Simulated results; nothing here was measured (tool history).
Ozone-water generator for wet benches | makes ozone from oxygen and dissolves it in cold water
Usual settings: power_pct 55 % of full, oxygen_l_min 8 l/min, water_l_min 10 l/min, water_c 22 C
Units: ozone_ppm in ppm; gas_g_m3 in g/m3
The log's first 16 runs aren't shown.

Run 17, hour 684.6: usual settings. Result: ozone_ppm 16.4 ppm, gas_g_m3 120 g/m3.
Run 18, hour 709.5: usual settings but power_pct 91 % of full, oxygen_l_min 12.64 l/min. Result: ozone_ppm 21.6 ppm, gas_g_m3 144.7 g/m3.
At hour 718.5: contactor cleaned.
Run 19, hour 739.8: usual settings but power_pct 96 % of full, oxygen_l_min 7.9 l/min, water_l_min 12 l/min, water_c 28 C. Result: ozone_ppm 20.8 ppm, gas_g_m3 202.7 g/m3.
Run 20, hour 764.8: usual settings but power_pct 96 % of full, oxygen_l_min 7.9 l/min, water_l_min 12 l/min, water_c 28 C. Result: ozone_ppm 20.7 ppm, gas_g_m3 201.4 g/m3.
Run 21, hour 825: usual settings but water_c 14 C. Result: ozone_ppm 19.3 ppm, gas_g_m3 121.1 g/m3.
At hour 838.3: water thermometer calibrated.
Run 22, hour 874.9: usual settings but water_c 14 C. Result: ozone_ppm 19.6 ppm, gas_g_m3 120.9 g/m3.
Run 23, hour 936.4: usual settings but power_pct 65 % of full, water_c 14 C. Result: ozone_ppm 22.8 ppm, gas_g_m3 142.2 g/m3.
Run 24, hour 996.6: usual settings but power_pct 65 % of full, oxygen_l_min 4.8 l/min, water_l_min 9 l/min, water_c 19 C. Result: ozone_ppm 25.6 ppm, gas_g_m3 194.6 g/m3.
At hour 1036.9: contactor cleaned, once more.
Run 25, hour 1047.2: usual settings but power_pct 65 % of full, oxygen_l_min 4.8 l/min, water_l_min 9 l/min, water_c 19 C. Result: ozone_ppm 27.7 ppm, gas_g_m3 192.3 g/m3.
Run 26, hour 1091.5: usual settings but power_pct 51 % of full. Result: ozone_ppm 16.4 ppm, gas_g_m3 113.5 g/m3.
Run 27, hour 1146.3: usual settings but power_pct 100 % of full, oxygen_l_min 4.68 l/min, water_l_min 13 l/min. Result: ozone_ppm 29.1 ppm, gas_g_m3 289.4 g/m3.
Run 28, hour 1197.8: usual settings but power_pct 48 % of full, oxygen_l_min 4.68 l/min, water_l_min 13 l/min, water_c 16 C. Result: ozone_ppm 16.5 ppm, gas_g_m3 148.6 g/m3.
Run 29, hour 1255: usual settings but power_pct 48 % of full, oxygen_l_min 4.68 l/min, water_l_min 13 l/min, water_c 16 C. Result: ozone_ppm 16.6 ppm, gas_g_m3 149 g/m3.
Run 30, hour 1280.6: usual settings but power_pct 74 % of full, oxygen_l_min 5.26 l/min, water_c 29 C. Result: ozone_ppm 22.9 ppm, gas_g_m3 205.4 g/m3.
Run 31, hour 1328.3: usual settings but power_pct 74 % of full, oxygen_l_min 5.26 l/min, water_c 29 C. Result: ozone_ppm 22.7 ppm, gas_g_m3 205.7 g/m3.
Run 32, hour 1367.4: usual settings but power_pct 44 % of full, oxygen_l_min 10.17 l/min, water_l_min 13 l/min, water_c 20 C. Result: ozone_ppm 11.7 ppm, gas_g_m3 84.2 g/m3.
Run 33, hour 1395.3: usual settings but power_pct 44 % of full, oxygen_l_min 10.17 l/min, water_l_min 13 l/min, water_c 20 C. Result: ozone_ppm 11.6 ppm, gas_g_m3 85.1 g/m3.
Run 34, hour 1431.6: usual settings but power_pct 44 % of full, oxygen_l_min 10.17 l/min, water_l_min 13 l/min, water_c 20 C. Result: ozone_ppm 11.5 ppm, gas_g_m3 84.1 g/m3.

3 ways to go on from here, each from the tool as it stands after run 34. What would each give?
Run A, hour 1487.6: usual settings. Result: ozone_ppm ?, gas_g_m3 ?.
Run B, hour 1487.6: usual settings but power_pct 68 % of full, oxygen_l_min 10.17 l/min, water_l_min 13 l/min. Result: ozone_ppm ?, gas_g_m3 ?.
Run C, hour 1487.6: usual settings but power_pct 87 % of full, water_l_min 8 l/min. Result: ozone_ppm ?, gas_g_m3 ?.

run  ozone_ppm  gas_g_m3
  A       17.2     120.1
  B       16.4     125.7
  C         30     181.6
Without the tool's hidden state the same runs would have given:
run  ozone_ppm  gas_g_m3
  A       17.9     123.2
  B       17.2     129.7
  C       31.6     188.8
